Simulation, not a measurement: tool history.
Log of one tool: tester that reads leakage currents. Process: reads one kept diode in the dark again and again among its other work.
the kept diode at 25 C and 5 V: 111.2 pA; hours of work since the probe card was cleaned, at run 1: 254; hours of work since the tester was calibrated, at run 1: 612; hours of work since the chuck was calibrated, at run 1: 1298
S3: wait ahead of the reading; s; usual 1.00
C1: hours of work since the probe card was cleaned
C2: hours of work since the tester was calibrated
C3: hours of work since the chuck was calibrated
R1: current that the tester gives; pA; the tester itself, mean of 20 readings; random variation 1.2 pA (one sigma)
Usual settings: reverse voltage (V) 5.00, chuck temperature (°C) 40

run 1 hour=0.0 | reverse_voltage_(V)=5.00 chuck_temperature_(°C)=40 S3=1.00 | C1=254 C2=612 C3=1298 | R1=380.27
run 2 hour=32.3 | reverse_voltage_(V)=5.00 chuck_temperature_(°C)=40 S3=1.00 | C1=274 C2=632 C3=1318 | R1=378.97
run 3 hour=55.2 | reverse_voltage_(V)=5.00 chuck_temperature_(°C)=40 S3=1.00 | C1=288 C2=646 C3=1332 | R1=379.97
run 4 hour=78.7 | reverse_voltage_(V)=5.00 chuck_temperature_(°C)=40 S3=1.00 | C1=302 C2=661 C3=1347 | R1=377.49
run 5 hour=96.1 | reverse_voltage_(V)=5.00 chuck_temperature_(°C)=40 S3=1.00 | C1=313 C2=672 C3=1357 | R1=378.11
run 6 hour=112.4 | reverse_voltage_(V)=5.00 chuck_temperature_(°C)=40 S3=1.00 | C1=323 C2=682 C3=1367 | R1=378.71
run 7 hour=132.4 | reverse_voltage_(V)=1.19 chuck_temperature_(°C)=40 S3=1.00 | C1=335 C2=694 C3=1380 | R1=160.51
run 8 hour=154.4 | reverse_voltage_(V)=1.19 chuck_temperature_(°C)=40 S3=1.00 | C1=349 C2=707 C3=1393 | R1=160.12
run 9 hour=177.6 | reverse_voltage_(V)=1.19 chuck_temperature_(°C)=40 S3=1.00 | C1=363 C2=722 C3=1407 | R1=160.23
run 10 hour=212.1 | reverse_voltage_(V)=1.19 chuck_temperature_(°C)=40 S3=1.00 | C1=384 C2=743 C3=1429 | R1=159.58
run 11 hour=246.5 | reverse_voltage_(V)=5.00 chuck_temperature_(°C)=40 S3=1.00 | C1=406 C2=764 C3=1450 | R1=378.90
run 12 hour=263.5 | reverse_voltage_(V)=2.66 chuck_temperature_(°C)=40 S3=1.00 | C1=416 C2=775 C3=1460 | R1=259.68
run 13 hour=299.3 | reverse_voltage_(V)=2.66 chuck_temperature_(°C)=32 S3=3.34 | C1=438 C2=797 C3=1482 | R1=131.57
run 14 hour=328.8 | reverse_voltage_(V)=2.66 chuck_temperature_(°C)=32 S3=3.34 | C1=456 C2=815 C3=1501 | R1=131.89
run 15 hour=353.1 | reverse_voltage_(V)=1.50 chuck_temperature_(°C)=32 S3=7.72 | C1=471 C2=830 C3=1516 | R1=93.15
run 16 hour=384.6 | reverse_voltage_(V)=7.92 chuck_temperature_(°C)=42 S3=0.48 | C1=491 C2=849 C3=1535 | R1=582.75
run 17 hour=411.6 | reverse_voltage_(V)=6.71 chuck_temperature_(°C)=39 S3=1.00 | C1=507 C2=866 C3=1552 | R1=415.45
run 18 hour=435.6 | reverse_voltage_(V)=4.88 chuck_temperature_(°C)=38 S3=0.51 | C1=522 C2=881 C3=1566 | R1=315.55
run 19 hour=464.7 | reverse_voltage_(V)=6.04 chuck_temperature_(°C)=46 S3=0.34 | C1=540 C2=899 C3=1584 | R1=685.41
run 20 hour=488.2 | reverse_voltage_(V)=8.83 chuck_temperature_(°C)=40 S3=1.00 | C1=554 C2=913 C3=1599 | R1=530.39
run 21 hour=508.8 | reverse_voltage_(V)=1.52 chuck_temperature_(°C)=40 S3=1.00 | C1=567 C2=926 C3=1611 | R1=183.53
run 22 hour=536.5 | reverse_voltage_(V)=1.52 chuck_temperature_(°C)=40 S3=1.00 | C1=584 C2=943 C3=1628 | R1=184.41
run 23 hour=554.3 | reverse_voltage_(V)=1.52 chuck_temperature_(°C)=40 S3=1.00 | C1=595 C2=954 C3=1639 | R1=184.36
run 24 hour=572.4 | reverse_voltage_(V)=1.52 chuck_temperature_(°C)=40 S3=1.00 | C1=606 C2=965 C3=1651 | R1=184.37

Forecast each of these 3 alternatives for the next run:
run A hour=598.2 | reverse_voltage_(V)=8.88 chuck_temperature_(°C)=40 S3=1.00 | C1=622 C2=981 C3=1666 | R1=?
run B hour=598.2 | reverse_voltage_(V)=1.52 chuck_temperature_(°C)=46 S3=1.26 | C1=622 C2=981 C3=1666 | R1=?
run C hour=598.2 | reverse_voltage_(V)=2.06 chuck_temperature_(°C)=25 S3=1.00 | C1=622 C2=981 C3=1666 | R1=?

run=A R1=532.15
run=B R1=298.83
run=C R1=61.07
Without the tool's hidden state the same runs would have given:
run=A R1=570.73
run=B R1=320.88
run=C R1=65.65
